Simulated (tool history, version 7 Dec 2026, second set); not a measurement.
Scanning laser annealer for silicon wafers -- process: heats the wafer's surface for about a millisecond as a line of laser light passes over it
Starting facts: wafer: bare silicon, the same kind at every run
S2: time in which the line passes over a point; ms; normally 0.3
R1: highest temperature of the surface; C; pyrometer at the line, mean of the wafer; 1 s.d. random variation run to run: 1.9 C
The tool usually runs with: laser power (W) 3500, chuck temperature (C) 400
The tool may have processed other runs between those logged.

{"run": 1, "day": 0.0, "laser power (W)": 3500, "S2": 0.3, "chuck temperature (C)": 400, "R1": 1201}
{"run": 2, "day": 1.967, "laser power (W)": 3784, "S2": 0.3, "chuck temperature (C)": 400, "R1": 1264}
{"run": 3, "day": 3.292, "laser power (W)": 3500, "S2": 0.355, "chuck temperature (C)": 400, "R1": 1263}
{"run": 4, "day": 4.992, "laser power (W)": 3500, "S2": 0.355, "chuck temperature (C)": 400, "R1": 1265}
{"run": 5, "day": 8.125, "laser power (W)": 3500, "S2": 0.355, "chuck temperature (C)": 400, "R1": 1263}
{"run": 6, "day": 11.108, "laser power (W)": 3500, "S2": 0.355, "chuck temperature (C)": 426, "R1": 1285}
{"run": 7, "day": 12.817, "laser power (W)": 3500, "S2": 0.355, "chuck temperature (C)": 426, "R1": 1286}
{"run": 8, "day": 14.404, "laser power (W)": 3500, "S2": 0.3, "chuck temperature (C)": 405, "R1": 1200}
{"run": 9, "day": 17.217, "laser power (W)": 3500, "S2": 0.3, "chuck temperature (C)": 400, "R1": 1190}
{"run": 10, "day": 19.004, "laser power (W)": 3500, "S2": 0.3, "chuck temperature (C)": 400, "R1": 1193}
{"day": 19.342, "done": "optics aligned, line set to its width"}
{"day": 20.292, "done": "window over the wafer cleaned"}
{"run": 11, "day": 21.846, "laser power (W)": 3500, "S2": 0.3, "chuck temperature (C)": 413, "R1": 1239}
{"run": 12, "day": 24.712, "laser power (W)": 3179, "S2": 0.3, "chuck temperature (C)": 413, "R1": 1162}
{"run": 13, "day": 26.1, "laser power (W)": 3179, "S2": 0.3, "chuck temperature (C)": 413, "R1": 1155}
{"run": 14, "day": 27.988, "laser power (W)": 3179, "S2": 0.3, "chuck temperature (C)": 413, "R1": 1157}
{"run": 15, "day": 30.175, "laser power (W)": 3500, "S2": 0.302, "chuck temperature (C)": 411, "R1": 1234}
{"run": 16, "day": 31.621, "laser power (W)": 3297, "S2": 0.3, "chuck temperature (C)": 400, "R1": 1173}
{"run": 17, "day": 34.412, "laser power (W)": 3500, "S2": 0.3, "chuck temperature (C)": 416, "R1": 1234}
{"run": 18, "day": 36.833, "laser power (W)": 3500, "S2": 0.3, "chuck temperature (C)": 416, "R1": 1230}
{"run": 19, "day": 39.004, "laser power (W)": 3500, "S2": 0.3, "chuck temperature (C)": 416, "R1": 1234}
{"run": 20, "day": 40.771, "laser power (W)": 3500, "S2": 0.3, "chuck temperature (C)": 416, "R1": 1231}
{"run": 21, "day": 43.3, "laser power (W)": 3500, "S2": 0.3, "chuck temperature (C)": 416, "R1": 1229}

Measured minus without-hidden-state, run by run (identical run-to-run variation in each term; gauge scatter may differ):
The hidden state here: light that passes the window, % of a clean one's; laser's true power over the reading, %; width of the line over the set one, %; drift of the gauge itself on peak_c, C.
run=1 R1=-30
run=2 R1=-34
run=3 R1=-35
run=4 R1=-36
run=5 R1=-38
run=6 R1=-40
run=7 R1=-41
run=8 R1=-39
run=9 R1=-41
run=10 R1=-42
run=11 R1=-6
run=12 R1=-6
run=13 R1=-7
run=14 R1=-9
run=15 R1=-11
run=16 R1=-11
run=17 R1=-13
run=18 R1=-14
run=19 R1=-16
run=20 R1=-17
run=21 R1=-18
